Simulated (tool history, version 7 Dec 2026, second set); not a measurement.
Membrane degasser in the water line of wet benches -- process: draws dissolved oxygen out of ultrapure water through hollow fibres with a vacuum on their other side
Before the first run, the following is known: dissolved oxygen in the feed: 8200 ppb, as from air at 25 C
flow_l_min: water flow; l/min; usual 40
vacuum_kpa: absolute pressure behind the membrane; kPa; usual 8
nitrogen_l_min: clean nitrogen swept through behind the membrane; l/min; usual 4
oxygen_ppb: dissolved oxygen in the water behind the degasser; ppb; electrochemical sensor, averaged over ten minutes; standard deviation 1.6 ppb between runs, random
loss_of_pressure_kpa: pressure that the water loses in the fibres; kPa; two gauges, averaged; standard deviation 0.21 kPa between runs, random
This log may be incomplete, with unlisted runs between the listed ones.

run,hour,flow_l_min,vacuum_kpa,nitrogen_l_min,oxygen_ppb,loss_of_pressure_kpa
1,0,40,8,4,168.2,49.28
2,33.6,40,8,4,165.6,49.1
3,100.1,40,15.8,4,342.8,49.2
4,132.3,40,7.3,4,150.3,49.18
5,175.1,40,7.3,4,149.9,49.22
6,210.2,40,8,4,166.7,49.35
7,246.6,40,8,4,164.7,49.02
8,297,40,8,1.71,304.4,49.37
9,370.7,40,8,1.71,305.4,49.38
10,429.4,40,8,1.71,303,49.12
11,477.8,40,8,1.71,306.3,49.14
12,543.8,40,8,1.71,297.8,49.42

4 options for the next run, each taken on its own from the tool as it stands now. Forecast them:
# hour 587.2: vacuum gauge calibrated
A,615.3,48,19.1,7,?,?
# hour 587.2: vacuum gauge calibrated
B,615.3,40,8,3.69,?,?
# hour 587.2: vacuum gauge calibrated
C,615.3,40,8,3.9,?,?
# hour 587.2: vacuum gauge calibrated
D,615.3,35,7.86,1.64,?,?

run,oxygen_ppb,loss_of_pressure_kpa
A,347.9,59
B,166.5,49.42
C,159.7,49.36
D,238.8,43.24
What these runs would have given with no unlogged condition in the tool:
run,oxygen_ppb,loss_of_pressure_kpa
A,341.9,58.1
B,163.2,48.68
C,156.3,48.62
D,237.1,42.59
